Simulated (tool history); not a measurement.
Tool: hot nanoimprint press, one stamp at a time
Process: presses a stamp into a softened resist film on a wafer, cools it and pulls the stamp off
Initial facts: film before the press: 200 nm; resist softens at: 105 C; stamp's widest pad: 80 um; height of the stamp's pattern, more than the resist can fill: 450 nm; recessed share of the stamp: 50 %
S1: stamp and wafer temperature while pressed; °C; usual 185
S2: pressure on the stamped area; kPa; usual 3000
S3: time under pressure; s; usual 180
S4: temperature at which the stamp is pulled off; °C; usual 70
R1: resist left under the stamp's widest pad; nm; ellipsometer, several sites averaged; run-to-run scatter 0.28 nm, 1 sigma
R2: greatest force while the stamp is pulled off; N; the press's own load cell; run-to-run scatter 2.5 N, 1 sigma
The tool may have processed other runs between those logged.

Run 1, hour 0: usual settings. Result: R1 80.4 nm, R2 146 N.
Run 2, hour 50.7: usual settings. Result: R1 79.9 nm, R2 153 N.
Run 3, hour 103.8: usual settings but S1 177 °C. Result: R1 113.6 nm, R2 170 N.
At hour 128.8: stamp cleaned and given a new release coat.
Run 4, hour 149.9: usual settings but S1 177 °C. Result: R1 113.6 nm, R2 132 N.
Run 5, hour 203: usual settings. Result: R1 78.1 nm, R2 153 N.
At hour 213.2: plate thermocouple calibrated.
Run 6, hour 231.9: usual settings but S1 188 °C. Result: R1 71.8 nm, R2 162 N.
Run 7, hour 255.3: usual settings but S1 188 °C. Result: R1 71.7 nm, R2 170 N.
At hour 304.7: stamp cleaned and given a new release coat.
Run 8, hour 310: usual settings but S1 188 °C. Result: R1 71.5 nm, R2 134 N.
Run 9, hour 358.7: usual settings but S1 188 °C. Result: R1 71 nm, R2 145 N.
Run 10, hour 394.1: usual settings but S1 188 °C. Result: R1 70.3 nm, R2 151 N.
Run 11, hour 442.8: usual settings but S3 291 s. Result: R1 66.2 nm, R2 168 N.
At hour 475.5: stamp cleaned and given a new release coat.
Run 12, hour 494.7: usual settings. Result: R1 80.7 nm, R2 138 N.
Run 13, hour 528.5: usual settings but S3 191 s. Result: R1 78.1 nm, R2 147 N.
Run 14, hour 555.6: usual settings but S3 191 s. Result: R1 77.7 nm, R2 152 N.
Run 15, hour 608.4: usual settings but S3 191 s. Result: R1 77.2 nm, R2 164 N.
At hour 646.7: stamp cleaned and given a new release coat.
Run 16, hour 647.1: usual settings but S1 183 °C, S2 4440 kPa, S3 191 s, S4 73 °C. Result: R1 70.3 nm, R2 130 N.

Predict the results of run 17:
Run 17, hour 675: usual settings but S1 183 °C, S2 4440 kPa, S3 191 s, S4 73 °C. Result: R1 ?, R2 ?.

R1: 70.3 nm
R2: 138 N
Without the tool's hidden state the same run would have given R1 74.8 nm, R2 133 N.

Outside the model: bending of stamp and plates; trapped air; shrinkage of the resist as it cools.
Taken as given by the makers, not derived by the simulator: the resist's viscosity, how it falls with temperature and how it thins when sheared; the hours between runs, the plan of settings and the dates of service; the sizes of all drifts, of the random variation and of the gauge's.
